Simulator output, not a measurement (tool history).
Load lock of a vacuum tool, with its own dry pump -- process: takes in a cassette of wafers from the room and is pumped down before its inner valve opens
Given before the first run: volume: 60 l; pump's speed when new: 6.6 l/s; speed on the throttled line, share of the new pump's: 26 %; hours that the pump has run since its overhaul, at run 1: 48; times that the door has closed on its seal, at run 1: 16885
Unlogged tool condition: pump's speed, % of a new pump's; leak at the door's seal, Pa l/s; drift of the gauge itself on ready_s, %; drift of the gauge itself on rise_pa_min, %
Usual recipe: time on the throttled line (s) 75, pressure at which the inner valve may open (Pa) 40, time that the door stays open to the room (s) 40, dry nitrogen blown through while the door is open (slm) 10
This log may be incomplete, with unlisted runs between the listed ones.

| run | hour | time on the throttled line (s) | pressure at which the inner valve may open (Pa) | time that the door stays open to the room (s) | dry nitrogen blown through while the door is open (slm) | hours that the pump has run since its overhaul | times that the door has closed on its seal | incoming humidity of the room's air, % | time from the closed door until the inner valve may open (s) | rise of the pressure with all valves shut (Pa/min) |
|---|---|---|---|---|---|---|---|---|---|---|
| 1 | 0 | 75 | 40 | 40 | 10 | 48 | 16885 | 48.3 | 127.4 | 0.17 |
| 2 | 304.6 | 75 | 40 | 40 | 23 | 353 | 18269 | 44.5 | 127.5 | 0.173 |
| 3 | 515.1 | 75 | 40 | 40 | 23 | 563 | 19225 | 43.3 | 127.6 | 0.192 |
| 4 | 922.6 | 75 | 40 | 40 | 23 | 971 | 21076 | 44.8 | 128.1 | 0.226 |
| 5 | 1127.6 | 75 | 40 | 40 | 10 | 1176 | 22007 | 48.9 | 127.9 | 0.24 |
| 6 | 1480.3 | 75 | 40 | 40 | 10 | 1528 | 23608 | 45.5 | 128.6 | 0.274 |
| 7 | 1797.9 | 75 | 40 | 40 | 10 | 1846 | 25051 | 47 | 128.3 | 0.294 |
|  | 1965.5 | door's seal changed, seat wiped |
| 8 | 2079.5 | 52 | 40 | 40 | 10 | 2126 | 517 | 44.9 | 111 | 0.007 |
| 9 | 2403.8 | 52 | 40 | 40 | 10 | 2450 | 1990 | 43.5 | 111.6 | 0.021 |
| 10 | 2577.7 | 75 | 40 | 40 | 10 | 2624 | 2780 | 46 | 129.1 | 0.021 |
| 11 | 2963.7 | 75 | 40 | 40 | 10 | 3010 | 4533 | 42.6 | 128.9 | 0.035 |
| 12 | 3235.8 | 75 | 40 | 40 | 10 | 3282 | 5769 | 48.8 | 129.8 | 0.041 |
| 13 | 3416.8 | 75 | 40 | 40 | 10 | 3463 | 6591 | 43.5 | 129.3 | 0.043 |
| 14 | 3737 | 75 | 40 | 40 | 7 | 3783 | 8045 | 42.7 | 129.5 | 0.055 |
| 15 | 3974.1 | 75 | 40 | 35 | 10 | 4021 | 9122 | 41.6 | 130.7 | 0.063 |
| 16 | 4172.9 | 75 | 40 | 35 | 10 | 4219 | 10025 | 45.2 | 130 | 0.078 |
| 17 | 4346.2 | 75 | 40 | 35 | 10 | 4393 | 10812 | 47 | 130.4 | 0.079 |
| 18 | 4543.1 | 75 | 40 | 35 | 10 | 4590 | 11707 | 43.3 | 130.6 | 0.091 |
| 19 | 4717.8 | 43 | 30 | 70 | 39 | 4764 | 12500 | 42.3 | 110 | 0.093 |
| 20 | 4967.9 | 75 | 40 | 132 | 38 | 5014 | 13636 | 48.1 | 130.3 | 0.11 |
| 21 | 5169 | 75 | 40 | 132 | 38 | 5215 | 14549 | 45.4 | 131 | 0.127 |
| 22 | 5495.9 | 75 | 28 | 83 | 38 | 5542 | 16034 | 44 | 134 | 0.137 |
| 23 | 5746.2 | 75 | 69 | 33 | 10 | 5793 | 17171 | 43.9 | 125.6 | 0.151 |
| 24 | 6120.2 | 50 | 40 | 40 | 10 | 6167 | 18869 | 40.9 | 113.6 | 0.178 |
| 25 | 6386.6 | 53 | 65 | 40 | 5 | 6433 | 20080 | 44.5 | 111.5 | 0.204 |
| 26 | 6710.7 | 53 | 65 | 56 | 5 | 6757 | 21552 | 46.9 | 110.8 | 0.233 |
| 27 | 6889.2 | 46 | 68 | 40 | 10 | 6936 | 22362 | 44.4 | 106.4 | 0.237 |
| 28 | 7093.9 | 75 | 60 | 40 | 19 | 7140 | 23292 | 45.3 | 128 | 0.247 |
| 29 | 7311.4 | 75 | 60 | 40 | 19 | 7358 | 24280 | 46.9 | 128.2 | 0.268 |
|  | 7676.7 | door's seal changed, seat wiped |
| 30 | 7699.6 | 114 | 50 | 185 | 11 | 7744 | 104 | 47 | 158.5 | 0.022 |

5 ways to go on from here, each from the tool as it stands after run 30. What would each give?
| A | 7918.6 | 39 | 50 | 185 | 8 | 7964 | 1099 | 46.6 | ? | ? |
| B | 7918.6 | 75 | 40 | 40 | 5 | 7964 | 1099 | 43.3 | ? | ? |
| C | 7918.6 | 75 | 42 | 158 | 10 | 7964 | 1099 | 45.9 | ? | ? |
| D | 7918.6 | 84 | 50 | 185 | 43 | 7964 | 1099 | 48.3 | ? | ? |
| E | 7918.6 | 114 | 43 | 71 | 11 | 7964 | 1099 | 45.3 | ? | ? |

| run | time from the closed door until the inner valve may open (s) | rise of the pressure with all valves shut (Pa/min) |
|---|---|---|
| A | 105.2 | 0.042 |
| B | 132.7 | 0.026 |
| C | 131.7 | 0.035 |
| D | 137.1 | 0.016 |
| E | 160.2 | 0.022 |
The same runs, with their run-to-run variation unchanged, on a tool lacking any hidden condition would have given:
| run | time from the closed door until the inner valve may open (s) | rise of the pressure with all valves shut (Pa/min) |
|---|---|---|
| A | 98.2 | 0.037 |
| B | 126.6 | 0.021 |
| C | 125.7 | 0.03 |
| D | 131.3 | 0.011 |
| E | 155.1 | 0.018 |
